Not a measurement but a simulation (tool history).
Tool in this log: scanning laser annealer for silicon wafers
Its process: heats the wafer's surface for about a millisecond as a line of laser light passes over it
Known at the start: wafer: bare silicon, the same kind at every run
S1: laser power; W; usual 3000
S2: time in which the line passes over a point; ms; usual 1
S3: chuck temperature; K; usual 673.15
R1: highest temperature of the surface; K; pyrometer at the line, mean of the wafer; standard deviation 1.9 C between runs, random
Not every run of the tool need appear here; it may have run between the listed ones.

run,day,S1,S2,S3,R1
1,0,3000,1,673.15,1354.15
2,1.833,3000,1,673.15,1355.15
3,3.683,3000,1,673.15,1348.15
4,5.496,3000,1,673.15,1350.15
5,7.008,3000,0.88,673.15,1310.15
6,8.821,3000,1,673.15,1350.15
7,9.838,3000,0.91,673.15,1318.15
8,10.704,3000,0.98,673.15,1340.15
9,11.617,3000,0.98,673.15,1339.15
10,13.025,3000,0.98,673.15,1338.15
11,14.562,3000,0.98,673.15,1339.15
# day 14.892: optics aligned, line set to its width
12,16.246,3000,0.98,673.15,1353.15
13,17.738,3000,1.09,673.15,1387.15
14,19.012,2851,1,673.15,1319.15
15,19.767,3236,1,673.15,1432.15
16,21.292,3236,1,673.15,1428.15
17,22.15,3055,1,673.15,1376.15
18,24.004,2992,0.79,691.15,1298.15

Estimate the outcome of run 19 from the log above:
19,24.996,2992,0.79,691.15,?

R1: 1295.15 K
Minus the tool's unlogged condition, the same run would have read R1 1310.15 K.
